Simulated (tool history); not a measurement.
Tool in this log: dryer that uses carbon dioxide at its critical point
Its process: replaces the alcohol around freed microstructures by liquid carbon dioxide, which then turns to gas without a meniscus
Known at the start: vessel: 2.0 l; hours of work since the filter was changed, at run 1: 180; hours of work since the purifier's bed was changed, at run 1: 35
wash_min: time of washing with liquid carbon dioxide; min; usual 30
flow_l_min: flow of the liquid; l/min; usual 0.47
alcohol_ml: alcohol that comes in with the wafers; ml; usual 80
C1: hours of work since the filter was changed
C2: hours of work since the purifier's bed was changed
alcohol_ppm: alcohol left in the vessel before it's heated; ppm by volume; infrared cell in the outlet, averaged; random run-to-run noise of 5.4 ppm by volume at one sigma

run 1 hour=0 | wash_min=30 flow_l_min=0.47 alcohol_ml=80 | C1=180 C2=35 | alcohol_ppm=186
run 2 hour=6.1 | wash_min=47 flow_l_min=0.47 alcohol_ml=80 | C1=184 C2=39 | alcohol_ppm=18
run 3 hour=10 | wash_min=47 flow_l_min=0.47 alcohol_ml=80 | C1=186 C2=41 | alcohol_ppm=23
run 4 hour=16.2 | wash_min=47 flow_l_min=0.47 alcohol_ml=80 | C1=190 C2=45 | alcohol_ppm=13
run 5 hour=22.6 | wash_min=47 flow_l_min=0.47 alcohol_ml=80 | C1=194 C2=49 | alcohol_ppm=18
run 6 hour=27.8 | wash_min=47 flow_l_min=0.47 alcohol_ml=80 | C1=197 C2=52 | alcohol_ppm=19
run 7 hour=31.9 | wash_min=47 flow_l_min=0.47 alcohol_ml=80 | C1=199 C2=55 | alcohol_ppm=23
run 8 hour=41 | wash_min=30 flow_l_min=0.497 alcohol_ml=80 | C1=205 C2=60 | alcohol_ppm=140
run 9 hour=50 | wash_min=30 flow_l_min=0.497 alcohol_ml=80 | C1=210 C2=66 | alcohol_ppm=146
-- hour=52.9 inlet filter changed
run 10 hour=60.1 | wash_min=30 flow_l_min=0.478 alcohol_ml=80 | C1=4 C2=71 | alcohol_ppm=131
run 11 hour=68.9 | wash_min=30 flow_l_min=0.47 alcohol_ml=80 | C1=10 C2=77 | alcohol_ppm=149
run 12 hour=74.6 | wash_min=30 flow_l_min=0.47 alcohol_ml=80 | C1=13 C2=80 | alcohol_ppm=154
run 13 hour=82.3 | wash_min=30 flow_l_min=0.47 alcohol_ml=80 | C1=18 C2=85 | alcohol_ppm=145
run 14 hour=89.3 | wash_min=30 flow_l_min=0.47 alcohol_ml=80 | C1=22 C2=89 | alcohol_ppm=145
run 15 hour=93.7 | wash_min=30 flow_l_min=0.47 alcohol_ml=80 | C1=25 C2=92 | alcohol_ppm=155
run 16 hour=98.1 | wash_min=30 flow_l_min=0.47 alcohol_ml=80 | C1=28 C2=95 | alcohol_ppm=160
run 17 hour=106.9 | wash_min=30 flow_l_min=0.47 alcohol_ml=31 | C1=33 C2=100 | alcohol_ppm=76
run 18 hour=115.7 | wash_min=30 flow_l_min=0.47 alcohol_ml=31 | C1=38 C2=105 | alcohol_ppm=75
run 19 hour=122.4 | wash_min=30 flow_l_min=0.47 alcohol_ml=31 | C1=43 C2=110 | alcohol_ppm=70
run 20 hour=131.4 | wash_min=30 flow_l_min=0.47 alcohol_ml=31 | C1=48 C2=115 | alcohol_ppm=70
run 21 hour=139.4 | wash_min=30 flow_l_min=0.47 alcohol_ml=31 | C1=53 C2=120 | alcohol_ppm=77
run 22 hour=144 | wash_min=30 flow_l_min=0.47 alcohol_ml=31 | C1=56 C2=123 | alcohol_ppm=82
run 23 hour=150.5 | wash_min=30 flow_l_min=0.47 alcohol_ml=80 | C1=60 C2=127 | alcohol_ppm=167
run 24 hour=159.5 | wash_min=30 flow_l_min=0.47 alcohol_ml=80 | C1=65 C2=132 | alcohol_ppm=158
run 25 hour=163.8 | wash_min=30 flow_l_min=0.47 alcohol_ml=80 | C1=68 C2=135 | alcohol_ppm=172
run 26 hour=168.7 | wash_min=32 flow_l_min=0.47 alcohol_ml=25 | C1=71 C2=138 | alcohol_ppm=51
run 27 hour=177.1 | wash_min=26 flow_l_min=0.433 alcohol_ml=107 | C1=76 C2=143 | alcohol_ppm=611
run 28 hour=184.3 | wash_min=26 flow_l_min=0.344 alcohol_ml=21 | C1=80 C2=147 | alcohol_ppm=302
run 29 hour=193.4 | wash_min=31 flow_l_min=0.344 alcohol_ml=37 | C1=86 C2=153 | alcohol_ppm=271
run 30 hour=198.8 | wash_min=39 flow_l_min=0.344 alcohol_ml=49 | C1=89 C2=156 | alcohol_ppm=129
run 31 hour=206.9 | wash_min=31 flow_l_min=0.285 alcohol_ml=45 | C1=94 C2=161 | alcohol_ppm=633
run 32 hour=215.9 | wash_min=39 flow_l_min=0.343 alcohol_ml=55 | C1=100 C2=167 | alcohol_ppm=145
run 33 hour=220.4 | wash_min=31 flow_l_min=0.422 alcohol_ml=55 | C1=102 C2=169 | alcohol_ppm=176
run 34 hour=229.4 | wash_min=32 flow_l_min=0.47 alcohol_ml=80 | C1=108 C2=175 | alcohol_ppm=132
run 35 hour=234.6 | wash_min=25 flow_l_min=0.427 alcohol_ml=48 | C1=111 C2=178 | alcohol_ppm=369
run 36 hour=238.7 | wash_min=46 flow_l_min=0.554 alcohol_ml=23 | C1=114 C2=181 | alcohol_ppm=24
run 37 hour=247.7 | wash_min=40 flow_l_min=0.359 alcohol_ml=38 | C1=119 C2=186 | alcohol_ppm=89
run 38 hour=252.2 | wash_min=40 flow_l_min=0.359 alcohol_ml=38 | C1=122 C2=189 | alcohol_ppm=96
run 39 hour=257.9 | wash_min=40 flow_l_min=0.464 alcohol_ml=38 | C1=125 C2=192 | alcohol_ppm=43
run 40 hour=264.7 | wash_min=30 flow_l_min=0.329 alcohol_ml=80 | C1=130 C2=197 | alcohol_ppm=815
run 41 hour=269.8 | wash_min=37 flow_l_min=0.648 alcohol_ml=86 | C1=133 C2=200 | alcohol_ppm=35
run 42 hour=274.3 | wash_min=30 flow_l_min=0.302 alcohol_ml=80 | C1=135 C2=202 | alcohol_ppm=1069
run 43 hour=278.6 | wash_min=30 flow_l_min=0.302 alcohol_ml=80 | C1=138 C2=205 | alcohol_ppm=1071
run 44 hour=287.1 | wash_min=20 flow_l_min=0.317 alcohol_ml=53 | C1=143 C2=210 | alcohol_ppm=2167
run 45 hour=291.6 | wash_min=24 flow_l_min=0.759 alcohol_ml=53 | C1=146 C2=213 | alcohol_ppm=56
run 46 hour=297.3 | wash_min=30 flow_l_min=0.427 alcohol_ml=80 | C1=150 C2=217 | alcohol_ppm=313
run 47 hour=303.6 | wash_min=35 flow_l_min=0.467 alcohol_ml=108 | C1=153 C2=220 | alcohol_ppm=113
run 48 hour=311.7 | wash_min=35 flow_l_min=0.467 alcohol_ml=108 | C1=158 C2=225 | alcohol_ppm=131

Results for each run, recomputed without the tool's hidden state and with each run's random variation untouched:
Hidden state present: flow that reaches the vessel past the clogged filter, %; alcohol in the recycled carbon dioxide, ppm; drift of the gauge itself on alcohol_ppm, %.
run=1 alcohol_ppm=139
run=2 alcohol_ppm=11
run=3 alcohol_ppm=16
run=4 alcohol_ppm=5
run=5 alcohol_ppm=9
run=6 alcohol_ppm=10
run=7 alcohol_ppm=13
run=8 alcohol_ppm=96
run=9 alcohol_ppm=99
run=10 alcohol_ppm=118
run=11 alcohol_ppm=134
run=12 alcohol_ppm=138
run=13 alcohol_ppm=127
run=14 alcohol_ppm=126
run=15 alcohol_ppm=135
run=16 alcohol_ppm=139
run=17 alcohol_ppm=60
run=18 alcohol_ppm=58
run=19 alcohol_ppm=53
run=20 alcohol_ppm=50
run=21 alcohol_ppm=57
run=22 alcohol_ppm=61
run=23 alcohol_ppm=135
run=24 alcohol_ppm=126
run=25 alcohol_ppm=138
run=26 alcohol_ppm=30
run=27 alcohol_ppm=530
run=28 alcohol_ppm=258
run=29 alcohol_ppm=225
run=30 alcohol_ppm=95
run=31 alcohol_ppm=550
run=32 alcohol_ppm=106
run=33 alcohol_ppm=132
run=34 alcohol_ppm=92
run=35 alcohol_ppm=301
run=36 alcohol_ppm=2
run=37 alcohol_ppm=55
run=38 alcohol_ppm=61
run=39 alcohol_ppm=17
run=40 alcohol_ppm=677
run=41 alcohol_ppm=10
run=42 alcohol_ppm=901
run=43 alcohol_ppm=901
run=44 alcohol_ppm=1919
run=45 alcohol_ppm=23
run=46 alcohol_ppm=229
run=47 alcohol_ppm=63
run=48 alcohol_ppm=79
